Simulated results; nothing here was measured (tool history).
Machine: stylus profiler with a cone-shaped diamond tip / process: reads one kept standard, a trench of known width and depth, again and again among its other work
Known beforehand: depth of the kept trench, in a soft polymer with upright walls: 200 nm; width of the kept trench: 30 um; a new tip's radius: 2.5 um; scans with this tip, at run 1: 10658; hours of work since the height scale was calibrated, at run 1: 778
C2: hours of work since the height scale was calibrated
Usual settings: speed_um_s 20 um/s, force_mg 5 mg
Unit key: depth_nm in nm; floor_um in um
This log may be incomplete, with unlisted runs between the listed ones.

Run 1, hour 0: usual settings; scans with this tip 10658; C2 778. Result: depth_nm 203.34 nm, floor_um 27.29 um.
Run 2, hour 41.9: usual settings; scans with this tip 11097; C2 810. Result: depth_nm 203.29 nm, floor_um 27.18 um.
Run 3, hour 87.2: usual settings; scans with this tip 11571; C2 845. Result: depth_nm 203.56 nm, floor_um 27.18 um.
Run 4, hour 122.9: usual settings; scans with this tip 11944; C2 872. Result: depth_nm 203.42 nm, floor_um 27.15 um.
Run 5, hour 147.4: usual settings but force_mg 4.93 mg; scans with this tip 12201; C2 891. Result: depth_nm 203.35 nm, floor_um 27.19 um.
Run 6, hour 190.5: usual settings but force_mg 4.93 mg; scans with this tip 12652; C2 924. Result: depth_nm 203.22 nm, floor_um 27.12 um.
At hour 193.6: height scale calibrated on a step standard.
Run 7, hour 229.7: usual settings; scans with this tip 13056; C2 28. Result: depth_nm 203.61 nm, floor_um 27.13 um.
Run 8, hour 273.6: usual settings; scans with this tip 13517; C2 61. Result: depth_nm 203.62 nm, floor_um 27.13 um.
Run 9, hour 299: usual settings but force_mg 11.06 mg; scans with this tip 13782; C2 81. Result: depth_nm 205.64 nm, floor_um 27.08 um.
Run 10, hour 327.7: usual settings; scans with this tip 14082; C2 102. Result: depth_nm 203.69 nm, floor_um 27.03 um.
Run 11, hour 368.1: usual settings but speed_um_s 9 um/s; scans with this tip 14505; C2 133. Result: depth_nm 203.53 nm, floor_um 27.01 um.
Run 12, hour 414.6: usual settings but force_mg 3.68 mg; scans with this tip 14992; C2 169. Result: depth_nm 203.35 nm, floor_um 26.99 um.
At hour 443.9: height scale calibrated on a step standard, once more.
Run 13, hour 458.1: usual settings but speed_um_s 16 um/s, force_mg 12.87 mg; scans with this tip 15442; C2 11. Result: depth_nm 205.68 nm, floor_um 27.01 um.
Run 14, hour 491.5: usual settings but speed_um_s 16 um/s, force_mg 12.87 mg; scans with this tip 15792; C2 36. Result: depth_nm 205.69 nm, floor_um 27.02 um.
Run 15, hour 523.2: usual settings but speed_um_s 71 um/s, force_mg 2.16 mg; scans with this tip 16123; C2 61. Result: depth_nm 201.69 nm, floor_um 26.64 um.
Run 16, hour 554.7: usual settings but speed_um_s 71 um/s, force_mg 2.16 mg; scans with this tip 16453; C2 85. Result: depth_nm 201.92 nm, floor_um 26.57 um.
Run 17, hour 583.2: usual settings but speed_um_s 30 um/s; scans with this tip 16751; C2 106. Result: depth_nm 203.04 nm, floor_um 26.94 um.
Run 18, hour 627.7: usual settings but speed_um_s 30 um/s; scans with this tip 17217; C2 140. Result: depth_nm 203.06 nm, floor_um 26.88 um.
Run 19, hour 657: usual settings but speed_um_s 35 um/s, force_mg 9.88 mg; scans with this tip 17524; C2 163. Result: depth_nm 204.79 nm, floor_um 26.84 um.
Run 20, hour 695.8: usual settings but force_mg 2.91 mg; scans with this tip 17929; C2 192. Result: depth_nm 202.12 nm, floor_um 26.84 um.

A few steps of depth_nm between consecutive runs. Split each: what settings, incoming material and random variation would produce without the hidden state, and what is left over for the hidden state, along with gauge scatter present in only one of the two compared results (measured, and without hidden state):
Hidden state at play: radius of the tip, um; height scale over the true one, %; drift of the gauge itself on depth_nm, %; drift of the gauge itself on floor_um, %.
Run 6 -> 7: force_mg 4.93 -> 5, height scale calibrated on a step standard. depth_nm +0.39 nm: hidden state +0.2, all else +0.19.
Run 12 -> 13: speed_um_s 20 -> 16, force_mg 3.68 -> 12.87, height scale calibrated on a step standard, once more. depth_nm +2.33 nm: hidden state -0.71, all else +3.04.
Run 14 -> 15: speed_um_s 16 -> 71, force_mg 12.87 -> 2.16. depth_nm -4 nm: hidden state +0.02, all else -4.02.
Run 19 -> 20: speed_um_s 35 -> 20, force_mg 9.88 -> 2.91. depth_nm -2.67 nm: hidden state +0.02, all else -2.69.
